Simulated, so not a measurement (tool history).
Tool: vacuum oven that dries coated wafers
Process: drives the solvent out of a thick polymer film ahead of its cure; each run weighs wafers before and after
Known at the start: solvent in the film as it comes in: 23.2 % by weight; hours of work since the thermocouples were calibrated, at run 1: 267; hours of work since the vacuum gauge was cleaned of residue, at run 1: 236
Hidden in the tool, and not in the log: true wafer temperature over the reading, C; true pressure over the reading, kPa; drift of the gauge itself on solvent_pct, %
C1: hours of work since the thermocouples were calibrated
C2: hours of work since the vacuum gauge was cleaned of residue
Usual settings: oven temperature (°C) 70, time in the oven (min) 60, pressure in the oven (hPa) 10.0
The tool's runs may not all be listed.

Run 1, hour 0.0: usual settings; C1 267; C2 236. Result: solvent left in the film (%) 2.62.
Run 2, hour 13.9: usual settings; C1 277; C2 247. Result: solvent left in the film (%) 2.63.
Run 3, hour 20.4: usual settings; C1 282; C2 251. Result: solvent left in the film (%) 2.75.
Run 4, hour 28.8: usual settings; C1 288; C2 258. Result: solvent left in the film (%) 2.71.
Run 5, hour 37.2: usual settings; C1 294; C2 264. Result: solvent left in the film (%) 2.63.
Run 6, hour 44.6: usual settings but time in the oven (min) 42; C1 300; C2 269. Result: solvent left in the film (%) 4.53.
Run 7, hour 55.9: usual settings but time in the oven (min) 42; C1 308; C2 277. Result: solvent left in the film (%) 4.60.
Run 8, hour 62.2: usual settings but time in the oven (min) 42; C1 312; C2 282. Result: solvent left in the film (%) 4.53.
Run 9, hour 70.1: usual settings but oven temperature (°C) 68; C1 318; C2 288. Result: solvent left in the film (%) 3.51.
Run 10, hour 82.4: usual settings but pressure in the oven (hPa) 7.9; C1 327; C2 297. Result: solvent left in the film (%) 2.58.
Run 11, hour 94.9: usual settings but pressure in the oven (hPa) 7.9; C1 336; C2 306. Result: solvent left in the film (%) 2.65.
Run 12, hour 103.2: usual settings but oven temperature (°C) 62, pressure in the oven (hPa) 7.9; C1 342; C2 312. Result: solvent left in the film (%) 5.96.
Run 13, hour 113.6: usual settings but oven temperature (°C) 62, pressure in the oven (hPa) 7.9; C1 350; C2 320. Result: solvent left in the film (%) 5.97.
Run 14, hour 124.5: usual settings but oven temperature (°C) 62, pressure in the oven (hPa) 7.9; C1 358; C2 328. Result: solvent left in the film (%) 6.00.
Run 15, hour 131.2: usual settings but pressure in the oven (hPa) 9.4; C1 363; C2 333. Result: solvent left in the film (%) 2.63.
Run 16, hour 139.6: usual settings but pressure in the oven (hPa) 9.4; C1 369; C2 339. Result: solvent left in the film (%) 2.60.
Run 17, hour 149.5: usual settings but pressure in the oven (hPa) 9.4; C1 377; C2 346. Result: solvent left in the film (%) 2.67.
Run 18, hour 159.5: usual settings but pressure in the oven (hPa) 9.4; C1 384; C2 354. Result: solvent left in the film (%) 2.73.
Run 19, hour 168.3: usual settings but pressure in the oven (hPa) 16.3; C1 390; C2 360. Result: solvent left in the film (%) 3.17.
Run 20, hour 174.3: usual settings but time in the oven (min) 55; C1 395; C2 364. Result: solvent left in the film (%) 3.16.
Run 21, hour 183.8: usual settings; C1 402; C2 371. Result: solvent left in the film (%) 2.75.
Run 22, hour 195.7: usual settings; C1 410; C2 380. Result: solvent left in the film (%) 2.70.
Run 23, hour 201.4: usual settings; C1 415; C2 384. Result: solvent left in the film (%) 2.82.
Run 24, hour 214.9: usual settings but oven temperature (°C) 57, pressure in the oven (hPa) 28.0; C1 425; C2 394. Result: solvent left in the film (%) 10.26.
Run 25, hour 221.0: usual settings but oven temperature (°C) 84, time in the oven (min) 30, pressure in the oven (hPa) 5.4; C1 429; C2 399. Result: solvent left in the film (%) 1.40.
Run 26, hour 234.1: usual settings but oven temperature (°C) 84, time in the oven (min) 30, pressure in the oven (hPa) 5.4; C1 439; C2 408. Result: solvent left in the film (%) 1.34.
Run 27, hour 242.5: usual settings but oven temperature (°C) 63, time in the oven (min) 51, pressure in the oven (hPa) 9.6; C1 445; C2 414. Result: solvent left in the film (%) 6.76.
Run 28, hour 249.2: usual settings but oven temperature (°C) 61, time in the oven (min) 52, pressure in the oven (hPa) 5.8; C1 450; C2 419. Result: solvent left in the film (%) 7.47.
Run 29, hour 260.5: usual settings but oven temperature (°C) 65, time in the oven (min) 88, pressure in the oven (hPa) 10.3; C1 458; C2 428. Result: solvent left in the film (%) 2.86.
Run 30, hour 267.5: usual settings but oven temperature (°C) 83, time in the oven (min) 54, pressure in the oven (hPa) 8.7; C1 463; C2 433. Result: solvent left in the film (%) 0.57.
Run 31, hour 279.7: usual settings but oven temperature (°C) 80, time in the oven (min) 106, pressure in the oven (hPa) 15.4; C1 472; C2 442. Result: solvent left in the film (%) 0.62.
Run 32, hour 290.9: usual settings but oven temperature (°C) 80, time in the oven (min) 96, pressure in the oven (hPa) 20.7; C1 480; C2 450. Result: solvent left in the film (%) 0.93.
Run 33, hour 297.2: usual settings but oven temperature (°C) 81, time in the oven (min) 80, pressure in the oven (hPa) 10.4; C1 485; C2 455. Result: solvent left in the film (%) 0.43.
Run 34, hour 309.7: usual settings but oven temperature (°C) 56, time in the oven (min) 80, pressure in the oven (hPa) 5.9; C1 494; C2 464. Result: solvent left in the film (%) 7.22.
Run 35, hour 323.2: usual settings but oven temperature (°C) 68, time in the oven (min) 45, pressure in the oven (hPa) 7.0; C1 504; C2 474. Result: solvent left in the film (%) 5.03.
Run 36, hour 334.4: usual settings but oven temperature (°C) 68, time in the oven (min) 45, pressure in the oven (hPa) 7.0; C1 512; C2 482. Result: solvent left in the film (%) 5.07.
Run 37, hour 347.2: usual settings but oven temperature (°C) 85, time in the oven (min) 32, pressure in the oven (hPa) 17.3; C1 522; C2 491. Result: solvent left in the film (%) 1.41.
Run 38, hour 357.8: usual settings but oven temperature (°C) 85, time in the oven (min) 32, pressure in the oven (hPa) 28.1; C1 529; C2 499. Result: solvent left in the film (%) 1.70.
Run 39, hour 370.7: usual settings but oven temperature (°C) 80, time in the oven (min) 41, pressure in the oven (hPa) 19.1; C1 539; C2 509. Result: solvent left in the film (%) 2.02.
Run 40, hour 381.4: usual settings but oven temperature (°C) 67, time in the oven (min) 75, pressure in the oven (hPa) 19.1; C1 547; C2 516. Result: solvent left in the film (%) 3.55.
Run 41, hour 388.4: usual settings but oven temperature (°C) 67, time in the oven (min) 75, pressure in the oven (hPa) 19.1; C1 552; C2 521. Result: solvent left in the film (%) 3.54.
Run 42, hour 402.1: usual settings but oven temperature (°C) 67, time in the oven (min) 75, pressure in the oven (hPa) 13.7; C1 562; C2 532. Result: solvent left in the film (%) 3.19.
Run 43, hour 411.3: usual settings but oven temperature (°C) 67, time in the oven (min) 75, pressure in the oven (hPa) 13.7; C1 569; C2 538. Result: solvent left in the film (%) 3.11.
Run 44, hour 418.4: usual settings but time in the oven (min) 65; C1 574; C2 544. Result: solvent left in the film (%) 2.45.
Run 45, hour 424.5: usual settings but oven temperature (°C) 82; C1 578; C2 548. Result: solvent left in the film (%) 0.67.

Forecast each of these 5 alternatives for the next run:
Run A, hour 431.9: usual settings but oven temperature (°C) 76, pressure in the oven (hPa) 9.0; C1 584; C2 553. Result: solvent left in the film (%) ?.
Run B, hour 431.9: usual settings but oven temperature (°C) 67, time in the oven (min) 31, pressure in the oven (hPa) 27.1; C1 584; C2 553. Result: solvent left in the film (%) ?.
Run C, hour 431.9: usual settings but oven temperature (°C) 57; C1 584; C2 553. Result: solvent left in the film (%) ?.
Run D, hour 431.9: usual settings but oven temperature (°C) 66, time in the oven (min) 42, pressure in the oven (hPa) 25.8; C1 584; C2 553. Result: solvent left in the film (%) ?.
Run E, hour 431.9: usual settings but oven temperature (°C) 61, time in the oven (min) 55, pressure in the oven (hPa) 18.2; C1 584; C2 553. Result: solvent left in the film (%) ?.

run  solvent left in the film (%)
  A                          1.29
  B                          9.16
  C                          9.07
  D                          7.62
  E                          8.23
Without the tool's hidden state the same runs would have given:
run  solvent left in the film (%)
  A                          1.01
  B                          8.44
  C                          8.29
  D                          6.88
  E                          7.44
